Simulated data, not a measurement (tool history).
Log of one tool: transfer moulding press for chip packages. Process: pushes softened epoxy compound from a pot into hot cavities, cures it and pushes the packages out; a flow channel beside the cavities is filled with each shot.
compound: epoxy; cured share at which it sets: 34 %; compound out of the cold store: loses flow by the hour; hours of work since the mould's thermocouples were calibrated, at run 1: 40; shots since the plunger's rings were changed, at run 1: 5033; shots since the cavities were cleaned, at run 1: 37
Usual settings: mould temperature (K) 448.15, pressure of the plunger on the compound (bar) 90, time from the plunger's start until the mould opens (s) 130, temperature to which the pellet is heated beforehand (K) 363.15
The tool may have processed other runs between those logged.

run   hour  mould temperature (K)  pressure of the plunger on the compound (bar)  time from the plunger's start until the mould opens (s)  temperature to which the pellet is heated beforehand (K)  hours of work since the mould's thermocouples were calibrated  shots since the plunger's rings were changed  shots since the cavities were cleaned  incoming compound's hours out of the cold store  length that the compound runs in the flow channel (mm)  greatest force on the pins that push the packages out (N)
  1      0                 448.15                                             90                                                      130                                                    363.15                                                             40                                          5033                                     37                                             39.1                                                     567                                                        181
  2   22.9                 443.15                                             90                                                      130                                                    363.15                                                             54                                          5240                                    244                                             21.5                                                     630                                                        258
  3   37.7                 449.15                                             90                                                      130                                                    363.15                                                             64                                          5374                                    378                                             14.5                                                     637                                                        238
  4   48.6                 449.15                                             90                                                      130                                                    363.15                                                             71                                          5473                                    477                                             44.6                                                     547                                                        231
  5   74.6                 449.15                                             90                                                      130                                                    365.15                                                             88                                          5707                                    711                                             43.3                                                     545                                                        261
  6   89.2                 443.15                                             90                                                      130                                                    363.15                                                             97                                          5839                                    843                                             43.3                                                     564                                                        333
      94.5  -- cavities cleaned with cleaning compound and waxed
  7  104.1                 443.15                                             90                                                      130                                                    363.15                                                            106                                          5961                                     87                                             47.6                                                     536                                                        210
  8  121.5                 443.15                                             90                                                      130                                                    363.15                                                            117                                          6118                                    244                                             11.3                                                     650                                                        261
  9  145.4                 443.15                                             90                                                      130                                                    363.15                                                            132                                          6334                                    460                                             34.9                                                     579                                                        286
     159.9  -- plunger's sealing rings changed
 10  173.4                 443.15                                             90                                                      130                                                    363.15                                                            149                                           122                                    690                                             20.6                                                     700                                                        322
 11  188.1                 443.15                                             90                                                      130                                                    363.15                                                            158                                           255                                    823                                             42.3                                                     620                                                        321
     194.2  -- cavities cleaned with cleaning compound and waxed
 12  208.7                 448.15                                             90                                                      130                                                    363.15                                                            170                                           428                                    132                                             21.8                                                     653                                                        196
 13  233.8                 448.15                                             90                                                      130                                                    363.15                                                            186                                           654                                    358                                             13.1                                                     688                                                        232
 14  250.9                 448.15                                             90                                                      130                                                    363.15                                                            197                                           808                                    512                                             41.9                                                     588                                                        255
 15  264.4                 448.15                                             90                                                      130                                                    363.15                                                            206                                           930                                    634                                             12.4                                                     694                                                        278
 16  280.8                 455.15                                            110                                                      156                                                    366.15                                                            217                                          1079                                    783                                             19.8                                                     719                                                        257
     292.6  -- cavities cleaned with cleaning compound and waxed
 17  306.7                 455.15                                            110                                                      156                                                    366.15                                                            232                                          1299                                    127                                             32.1                                                     662                                                        184
 18  319.1                 455.15                                            110                                                      156                                                    366.15                                                            240                                          1412                                    240                                               24                                                     688                                                        191
 19  334.2                 448.15                                            108                                                      130                                                    363.15                                                            250                                          1547                                    375                                             25.2                                                     702                                                        230
 20  349.6                 448.15                                            108                                                      130                                                    363.15                                                            260                                          1686                                    514                                             16.9                                                     741                                                        255
 21  375.6                 448.15                                            108                                                      130                                                    363.15                                                            277                                          1922                                    750                                             35.3                                                     670                                                        267
     391.3  -- cavities cleaned with cleaning compound and waxed
 22  396.8                 448.15                                            108                                                      130                                                    363.15                                                            289                                          2100                                     50                                             33.4                                                     669                                                        178
 23  418.6                 448.15                                            108                                                      130                                                    363.15                                                            303                                          2297                                    247                                             24.1                                                     706                                                        212
 24  431.8                 448.15                                            108                                                      130                                                    363.15                                                            312                                          2415                                    365                                             26.1                                                     686                                                        230
 25  451.5                 448.15                                            108                                                      130                                                    363.15                                                            325                                          2593                                    543                                             27.9                                                     692                                                        249
 26  466.8                 448.15                                            108                                                      130                                                    363.15                                                            334                                          2732                                    682                                             12.1                                                     728                                                        270
 27  482.6                 448.15                                             90                                                      153                                                    363.15                                                            345                                          2875                                    825                                               20                                                     635                                                        266
     489.6  -- cavities cleaned with cleaning compound and waxed
 28  505.8                 448.15                                             90                                                      130                                                    354.15                                                            359                                          3071                                    147                                              9.6                                                     684                                                        208
 29  528.3                 448.15                                             90                                                      130                                                    354.15                                                            373                                          3274                                    350                                             41.1                                                     581                                                        234
 30  543.7                 452.15                                           91.1                                                      121                                                    354.15                                                            383                                          3413                                    489                                             15.4                                                     646                                                        244

Alternative continuations, all from the tool just after run 30; predict every row:
  A  555.2                 452.15                                           97.6                                                      121                                                    363.15                                                            390                                          3517                                    593                                             10.9                                                       ?                                                          ?
  B  555.2                 448.15                                           79.4                                                      130                                                    363.15                                                            390                                          3517                                    593                                             25.6                                                       ?                                                          ?
  C  555.2                 448.15                                             90                                                      164                                                    363.15                                                            390                                          3517                                    593                                             19.7                                                       ?                                                          ?

run  length that the compound runs in the flow channel (mm)  greatest force on the pins that push the packages out (N)
  A                                                     686                                                        257
  B                                                     590                                                        261
  C                                                     633                                                        257
With the hidden condition removed and each run's random variation left untouched, the same runs would have given:
run  length that the compound runs in the flow channel (mm)  greatest force on the pins that push the packages out (N)
  A                                                     724                                                        161
  B                                                     623                                                        164
  C                                                     668                                                        165
